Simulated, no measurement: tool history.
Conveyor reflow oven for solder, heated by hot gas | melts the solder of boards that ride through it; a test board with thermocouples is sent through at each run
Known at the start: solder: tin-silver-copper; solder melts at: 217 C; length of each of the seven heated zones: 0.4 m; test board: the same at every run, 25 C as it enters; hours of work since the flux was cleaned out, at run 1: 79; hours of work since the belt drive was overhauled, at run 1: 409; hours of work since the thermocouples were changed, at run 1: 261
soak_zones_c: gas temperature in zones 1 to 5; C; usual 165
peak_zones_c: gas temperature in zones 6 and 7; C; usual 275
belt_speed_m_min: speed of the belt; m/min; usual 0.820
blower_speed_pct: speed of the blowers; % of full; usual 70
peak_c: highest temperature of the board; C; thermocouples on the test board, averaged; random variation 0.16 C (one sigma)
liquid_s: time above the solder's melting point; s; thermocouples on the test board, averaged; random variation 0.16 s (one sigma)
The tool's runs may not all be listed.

run,hour,soak_zones_c,peak_zones_c,belt_speed_m_min,blower_speed_pct,hours of work since the flux was cleaned out,hours of work since the belt drive was overhauled,hours of work since the thermocouples were changed,peak_c,liquid_s
1,0.0,165,275,0.820,70,79,409,261,259.2,45.4
2,41.2,165,275,0.820,70,107,438,289,259.0,44.9
3,77.0,165,275,0.820,70,132,463,314,259.1,45.2
4,110.9,165,275,0.820,70,156,487,338,259.3,45.3
5,154.8,165,275,0.820,70,187,517,369,259.0,45.2
6,178.9,165,275,0.820,70,204,534,386,259.1,45.3
7,200.9,165,287,0.820,70,219,549,401,269.9,49.9
8,243.0,165,275,0.820,71,248,579,430,259.3,45.2
9,280.5,165,275,0.820,71,275,605,457,259.3,45.2
10,300.1,165,275,0.820,71,288,619,470,259.0,45.7
11,347.6,165,275,0.820,71,322,652,504,258.9,45.4
12,394.0,165,275,0.820,72,354,684,536,258.9,45.3
13,413.5,165,275,0.820,72,368,698,550,259.5,45.5
# hour 418.6: thermocouples of zones 6 and 7 changed
14,447.1,166,275,0.820,72,390,720,20,259.3,45.7
15,471.2,166,275,0.820,72,407,737,37,259.3,45.7
16,497.4,156,275,0.811,70,425,755,55,257.8,43.1
17,519.3,165,275,0.820,51,440,771,70,255.0,42.9
# hour 527.2: flux residue cleaned out of gas plates and filters
18,559.6,160,289,0.851,51,23,795,95,265.1,44.5
19,580.1,160,289,0.851,51,37,810,109,265.2,44.8
20,625.5,160,289,0.851,51,69,841,141,265.1,44.6
21,651.1,158,275,0.820,81,87,859,159,259.0,44.5
22,683.4,169,275,0.820,74,109,882,182,260.1,46.7
23,715.1,169,275,0.820,74,131,904,204,260.1,46.8
24,753.7,152,275,0.820,62,158,931,231,255.5,40.1
25,775.0,152,287,0.820,62,173,946,246,266.4,45.9
26,810.9,169,281,0.723,54,198,971,271,266.8,56.1
27,837.8,169,281,0.723,54,217,990,289,266.3,56.2
28,871.4,169,281,0.723,54,241,1013,313,266.4,55.9
# hour 887.5: belt drive overhauled, speed set with a stopwatch
29,896.5,153,283,0.723,69,255,6,328,268.8,53.6

Forecast each of these 5 alternatives for the next run:
A,931.1,153,271,0.716,88,280,30,352,?,?
B,931.1,153,284,0.823,70,280,30,352,?,?
C,931.1,153,283,0.906,67,280,30,352,?,?
D,931.1,165,275,0.820,70,280,30,352,?,?
E,931.1,151,275,0.820,70,280,30,352,?,?

run,peak_c,liquid_s
A,260.1,51.0
B,265.0,45.0
C,259.2,38.1
D,259.1,44.9
E,256.7,41.3
Without the tool's hidden state the same runs would have given:
run,peak_c,liquid_s
A,260.2,51.0
B,265.0,45.1
C,259.3,38.1
D,259.1,45.0
E,256.7,41.3
